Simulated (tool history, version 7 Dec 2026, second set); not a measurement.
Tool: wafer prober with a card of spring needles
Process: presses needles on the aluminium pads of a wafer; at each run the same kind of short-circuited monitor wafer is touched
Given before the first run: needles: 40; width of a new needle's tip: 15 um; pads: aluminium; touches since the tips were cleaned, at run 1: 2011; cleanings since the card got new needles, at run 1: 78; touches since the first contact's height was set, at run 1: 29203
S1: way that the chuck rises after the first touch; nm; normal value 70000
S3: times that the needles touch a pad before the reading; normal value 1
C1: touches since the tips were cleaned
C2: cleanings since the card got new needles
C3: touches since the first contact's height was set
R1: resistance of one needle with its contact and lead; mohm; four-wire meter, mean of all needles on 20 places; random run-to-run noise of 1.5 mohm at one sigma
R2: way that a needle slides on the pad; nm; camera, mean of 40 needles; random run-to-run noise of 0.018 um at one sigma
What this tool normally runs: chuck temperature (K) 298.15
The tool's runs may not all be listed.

run 1 hour=0.0 | S1=70000 chuck_temperature_(K)=298.15 S3=1 | C1=2011 C2=78 C3=29203 | R1=215 R2=9390
-- hour=5.0 tips cleaned on abrasive film
-- hour=13.4 tips cleaned on abrasive film
-- hour=21.7 tips cleaned on abrasive film
-- hour=30.0 tips cleaned on abrasive film
-- hour=36.7 tips cleaned on abrasive film
-- hour=43.4 tips cleaned on abrasive film
-- hour=50.1 tips cleaned on abrasive film
-- hour=58.4 tips cleaned on abrasive film
-- hour=65.1 tips cleaned on abrasive film
-- hour=73.4 tips cleaned on abrasive film
run 2 hour=75.5 | S1=70000 chuck_temperature_(K)=298.15 S3=1 | C1=1367 C2=88 C3=78427 | R1=219 R2=9290
-- hour=80.5 tips cleaned on abrasive film
-- hour=87.2 tips cleaned on abrasive film
-- hour=95.5 tips cleaned on abrasive film
-- hour=102.2 tips cleaned on abrasive film
-- hour=110.5 tips cleaned on abrasive film
-- hour=118.9 tips cleaned on abrasive film
-- hour=127.2 tips cleaned on abrasive film
-- hour=135.5 tips cleaned on abrasive film
-- hour=143.8 tips cleaned on abrasive film
-- hour=152.2 tips cleaned on abrasive film
run 3 hour=153.6 | S1=70000 chuck_temperature_(K)=298.15 S3=1 | C1=971 C2=98 C3=129430 | R1=211 R2=9160
-- hour=160.3 tips cleaned on abrasive film
-- hour=167.0 tips cleaned on abrasive film
-- hour=173.7 tips cleaned on abrasive film
-- hour=182.0 tips cleaned on abrasive film
-- hour=188.7 tips cleaned on abrasive film
-- hour=195.4 tips cleaned on abrasive film
-- hour=203.7 tips cleaned on abrasive film
-- hour=210.4 tips cleaned on abrasive film
-- hour=218.7 tips cleaned on abrasive film
-- hour=225.4 tips cleaned on abrasive film
run 4 hour=227.1 | S1=70000 chuck_temperature_(K)=298.15 S3=2 | C1=1131 C2=108 C3=177330 | R1=191 R2=9110
-- hour=232.2 tips cleaned on abrasive film
-- hour=234.1 height of the first contact set anew
-- hour=239.1 tips cleaned on abrasive film
-- hour=247.5 tips cleaned on abrasive film
-- hour=255.8 tips cleaned on abrasive film
-- hour=262.5 tips cleaned on abrasive film
-- hour=270.8 tips cleaned on abrasive film
-- hour=279.1 tips cleaned on abrasive film
-- hour=287.5 tips cleaned on abrasive film
-- hour=294.1 tips cleaned on abrasive film
-- hour=300.8 tips cleaned on abrasive film
-- hour=307.5 tips cleaned on abrasive film
run 5 hour=311.3 | S1=70000 chuck_temperature_(K)=298.15 S3=1 | C1=2517 C2=119 C3=50374 | R1=252 R2=9370
-- hour=314.7 tips cleaned on abrasive film
-- hour=321.4 tips cleaned on abrasive film
-- hour=329.7 tips cleaned on abrasive film
-- hour=338.0 tips cleaned on abrasive film
-- hour=344.7 tips cleaned on abrasive film
-- hour=353.0 tips cleaned on abrasive film
-- hour=361.4 tips cleaned on abrasive film
-- hour=368.1 tips cleaned on abrasive film
-- hour=376.4 tips cleaned on abrasive film
-- hour=383.1 tips cleaned on abrasive film
-- hour=391.4 tips cleaned on abrasive film
run 6 hour=393.1 | S1=70000 chuck_temperature_(K)=298.15 S3=1 | C1=1118 C2=130 C3=103698 | R1=204 R2=9250
-- hour=398.1 tips cleaned on abrasive film
-- hour=404.8 tips cleaned on abrasive film
-- hour=411.5 tips cleaned on abrasive film
-- hour=419.8 tips cleaned on abrasive film
-- hour=426.5 tips cleaned on abrasive film
-- hour=434.8 tips cleaned on abrasive film, once more
-- hour=443.2 tips cleaned on abrasive film
-- hour=449.9 tips cleaned on abrasive film
-- hour=458.2 tips cleaned on abrasive film
-- hour=464.9 tips cleaned on abrasive film
-- hour=473.1 tips cleaned on abrasive film
run 7 hour=473.1 | S1=70000 chuck_temperature_(K)=298.15 S3=1 | C1=0 C2=141 C3=155827 | R1=158 R2=9180
-- hour=479.7 tips cleaned on abrasive film
-- hour=488.1 tips cleaned on abrasive film
-- hour=496.4 tips cleaned on abrasive film
-- hour=504.7 tips cleaned on abrasive film
-- hour=513.1 tips cleaned on abrasive film
-- hour=513.4 height of the first contact set anew
-- hour=520.0 tips cleaned on abrasive film
-- hour=528.4 tips cleaned on abrasive film
-- hour=535.0 tips cleaned on abrasive film
-- hour=543.4 tips cleaned on abrasive film
run 8 hour=547.4 | S1=70000 chuck_temperature_(K)=298.15 S3=1 | C1=2639 C2=150 C3=22217 | R1=252 R2=9440
-- hour=550.8 tips cleaned on abrasive film
-- hour=557.4 tips cleaned on abrasive film
-- hour=565.8 tips cleaned on abrasive film
-- hour=574.1 tips cleaned on abrasive film
-- hour=582.4 tips cleaned on abrasive film
-- hour=590.8 tips cleaned on abrasive film
run 9 hour=595.0 | S1=70000 chuck_temperature_(K)=298.15 S3=1 | C1=2801 C2=156 C3=53297 | R1=247 R2=9370
-- hour=598.4 tips cleaned on abrasive film
-- hour=605.1 tips cleaned on abrasive film
-- hour=613.4 tips cleaned on abrasive film
-- hour=620.1 tips cleaned on abrasive film
-- hour=626.8 tips cleaned on abrasive film
run 10 hour=631.2 | S1=70000 chuck_temperature_(K)=298.15 S3=1 | C1=2956 C2=161 C3=76918 | R1=258 R2=9300
-- hour=634.6 tips cleaned on abrasive film
-- hour=643.0 tips cleaned on abrasive film
-- hour=649.6 tips cleaned on abrasive film
-- hour=656.3 tips cleaned on abrasive film
-- hour=664.6 tips cleaned on abrasive film
-- hour=671.3 tips cleaned on abrasive film
-- hour=679.7 tips cleaned on abrasive film
-- hour=686.8 tips cleaned on abrasive film
run 11 hour=686.8 | S1=70000 chuck_temperature_(K)=298.15 S3=1 | C1=0 C2=169 C3=113113 | R1=167 R2=9250

What does the tool deliver on the next run?
-- hour=695.1 tips cleaned on abrasive film
-- hour=701.8 tips cleaned on abrasive film
-- hour=710.1 tips cleaned on abrasive film
-- hour=718.5 tips cleaned on abrasive film
-- hour=726.8 tips cleaned on abrasive film
-- hour=735.1 tips cleaned on abrasive film
-- hour=743.4 tips cleaned on abrasive film
-- hour=751.8 tips cleaned on abrasive film
-- hour=758.5 tips cleaned on abrasive film
-- hour=765.1 tips cleaned on abrasive film
run 12 hour=765.3 | S1=70000 chuck_temperature_(K)=298.15 S3=1 | C1=86 C2=179 C3=164317 | R1=? R2=?

R1: 172 mohm
R2: 9180 nm
With no hidden state in the tool, this same run would have given R1 146 mohm, R2 9450 nm.

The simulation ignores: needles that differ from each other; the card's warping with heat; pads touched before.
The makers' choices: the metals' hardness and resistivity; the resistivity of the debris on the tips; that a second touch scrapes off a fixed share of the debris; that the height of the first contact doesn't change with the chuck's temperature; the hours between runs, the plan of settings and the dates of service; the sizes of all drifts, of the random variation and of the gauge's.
